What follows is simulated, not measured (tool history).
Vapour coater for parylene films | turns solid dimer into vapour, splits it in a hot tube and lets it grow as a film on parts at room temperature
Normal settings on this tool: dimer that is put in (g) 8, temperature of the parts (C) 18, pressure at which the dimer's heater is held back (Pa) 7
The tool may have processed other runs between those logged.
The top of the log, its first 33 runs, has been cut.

| run | hour | dimer that is put in (g) | temperature of the parts (C) | pressure at which the dimer's heater is held back (Pa) | thickness of the film (nm) |
|---|---|---|---|---|---|
|  | 2042.9 | trap's valve overhauled |
| 34 | 2084 | 13 | 24 | 10.58 | 1854 |
| 35 | 2140.3 | 8 | 18 | 5.35 | 1530 |
| 36 | 2210.7 | 8 | 14 | 11.51 | 1486 |
| 37 | 2284.9 | 8 | 13 | 7 | 1674 |
| 38 | 2323.1 | 8 | 13 | 7 | 1660 |
| 39 | 2368.7 | 7 | 28 | 7 | 962 |
| 40 | 2409.7 | 8 | 18 | 2.99 | 1683 |
|  | 2421.7 | trap's valve overhauled |
| 41 | 2481 | 8 | 18 | 2.99 | 1695 |
| 42 | 2559.9 | 8 | 18 | 2.99 | 1695 |
| 43 | 2637.4 | 9 | 18 | 2.87 | 1904 |

What does the tool deliver on the next run?
| 44 | 2707.6 | 5 | 16 | 7 | ? |

{"run 44": {"thickness of the film (nm)": 956}}
On a tool with no hidden condition, and with the same random variation, this run would have come out at thickness of the film (nm) 956.

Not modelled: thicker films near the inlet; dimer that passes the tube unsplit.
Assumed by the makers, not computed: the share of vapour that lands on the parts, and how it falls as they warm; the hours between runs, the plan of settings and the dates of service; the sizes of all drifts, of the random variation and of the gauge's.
